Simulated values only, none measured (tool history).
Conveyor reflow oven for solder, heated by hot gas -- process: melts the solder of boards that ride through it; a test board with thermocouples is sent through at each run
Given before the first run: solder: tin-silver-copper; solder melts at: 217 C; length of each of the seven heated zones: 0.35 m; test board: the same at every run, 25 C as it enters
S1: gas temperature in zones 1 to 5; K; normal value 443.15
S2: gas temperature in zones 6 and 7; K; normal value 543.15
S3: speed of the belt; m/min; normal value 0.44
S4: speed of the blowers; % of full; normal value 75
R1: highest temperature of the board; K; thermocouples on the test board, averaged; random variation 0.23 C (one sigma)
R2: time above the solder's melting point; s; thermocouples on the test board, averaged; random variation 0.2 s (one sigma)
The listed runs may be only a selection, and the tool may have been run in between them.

run     day      S1      S2     S3  S4      R1    R2
  1       0  443.15  543.15   0.44  75  531.55  76.5
      0.642  -- belt drive overhauled, speed set with a stopwatch
  2   2.033  429.15  543.15   0.44  75  529.05  68.8
  3   4.679  443.15  543.15  0.414  75  531.95  81.8
  4   6.796  443.15  543.15  0.414  75  531.85  81.6
  5   8.046  452.15  543.15   0.44  75  531.45  79.5
       8.85  -- flux residue cleaned out of gas plates and filters
  6  11.225  452.15  543.15   0.44  75  532.25  80.7
  7  13.896  452.15  543.15   0.44  75  532.55    80
  8  16.862  452.15  543.15   0.44  75  532.25  80.3
  9  19.008  452.15  543.15   0.44  75  531.55  79.9
 10    20.7  443.15  543.15   0.44  75  530.15  75.2
 11  22.775  443.15  543.15   0.44  75  530.05  74.9
     23.662  -- flux residue cleaned out of gas plates and filters
 12  25.275  443.15  553.15   0.44  75  540.35  81.9
 13  26.596  443.15  543.15   0.44  75  530.75  75.9
 14  28.346  443.15  543.15   0.44  75  530.65  76.1
 15  29.762  443.15  543.15   0.44  89  531.95  77.7
 16   32.15  443.15  536.15   0.44  63  522.15  67.7
 17  34.992  443.15  536.15   0.44  63  522.15  67.8
 18  36.675  438.15  557.15  0.431  62  540.45  81.8
     38.625  -- flux residue cleaned out of gas plates and filters
 19  38.733  443.15  543.15   0.44  69  530.45  75.5
 20  41.446  443.15  543.15   0.44  59  528.05  73.6
 21  43.075  443.15  542.15   0.44  83  530.95  76.4
 22  44.508  443.15  542.15   0.44  83  530.95  76.5
 23  46.525  443.15  542.15   0.38  83  534.05  92.5
 24  48.567  443.15  542.15   0.38  83  533.45  92.3
 25  51.075  443.15  542.15   0.38  83  533.35  92.2
       53.4  -- flux residue cleaned out of gas plates and filters
 26  53.479  443.15  542.15   0.38  83  534.15  93.1
 27  55.346  443.15  542.15   0.38  83  534.35  92.7
 28  56.738  443.15  535.15  0.375  89  528.15    90
 29  58.392  456.15  556.15  0.494  74  540.65  77.9

Forecast run 30:
 30  61.388  456.15  556.15  0.494  74   ?   ?

{"run 30": {"R1": 540.25, "R2": 77.9}}
Minus the tool's unlogged condition, the same run would have read R1 542.05 K, R2 78.1 s.

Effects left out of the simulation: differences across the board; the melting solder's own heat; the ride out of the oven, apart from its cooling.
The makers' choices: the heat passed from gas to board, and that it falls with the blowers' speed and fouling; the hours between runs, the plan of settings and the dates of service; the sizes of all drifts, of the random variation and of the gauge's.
